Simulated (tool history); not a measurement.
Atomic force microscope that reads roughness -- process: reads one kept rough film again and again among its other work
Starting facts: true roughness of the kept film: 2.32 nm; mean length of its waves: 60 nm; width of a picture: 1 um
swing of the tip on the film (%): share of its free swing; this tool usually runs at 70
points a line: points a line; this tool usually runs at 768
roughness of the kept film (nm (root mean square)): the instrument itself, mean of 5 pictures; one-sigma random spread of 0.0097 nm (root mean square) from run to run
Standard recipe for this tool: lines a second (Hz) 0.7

run    hour  lines a second (Hz)  swing of the tip on the film (%)  points a line  roughness of the kept film (nm (root mean square))
  1       0                  0.7                                70            768                                               2.229
  2    84.9                  0.7                                70            768                                                2.15
      129.7  -- new tip fitted
  3   158.1                1.088                                70            768                                               2.166
  4   224.6                1.131                                70            768                                               2.128
      261.8  -- new tip fitted
  5   293.8                0.803                                70            768                                               2.183
  6   339.6                0.803                                70            768                                               2.138
      392.1  -- new tip fitted
  7   411.9                0.803                                70            768                                               2.187
  8   464.3                  0.7                                70            768                                                 2.2
      523.4  -- new tip fitted
  9   549.1                  0.7                                70            768                                                 2.2
 10   633.6                  0.7                                70            768                                               2.171
      655.8  -- new tip fitted
 11   717.1                  0.7                                86            768                                               2.091
      786.7  -- new tip fitted
 12   789.6                  0.7                                86            768                                               2.141
 13   832.9                1.036                                87           1002                                               2.014
 14   889.6                  0.7                                69            759                                               2.176
      896.2  -- height scale calibrated on a step standard
      919.3  -- new tip fitted
 15   978.1                  0.7                                69            759                                               2.209
 16  1029.4                2.053                                55            303                                               2.152

Forecast run 17:
     1051.2  -- new tip fitted
     1067.4  -- height scale calibrated on a step standard, once more
 17  1082.5                2.823                                64            355                                                   ?

Run 17 yielded roughness of the kept film (nm (root mean square)) 2.06.
The same run, on a tool lacking any hidden state, would have yielded roughness of the kept film (nm (root mean square)) 2.074.

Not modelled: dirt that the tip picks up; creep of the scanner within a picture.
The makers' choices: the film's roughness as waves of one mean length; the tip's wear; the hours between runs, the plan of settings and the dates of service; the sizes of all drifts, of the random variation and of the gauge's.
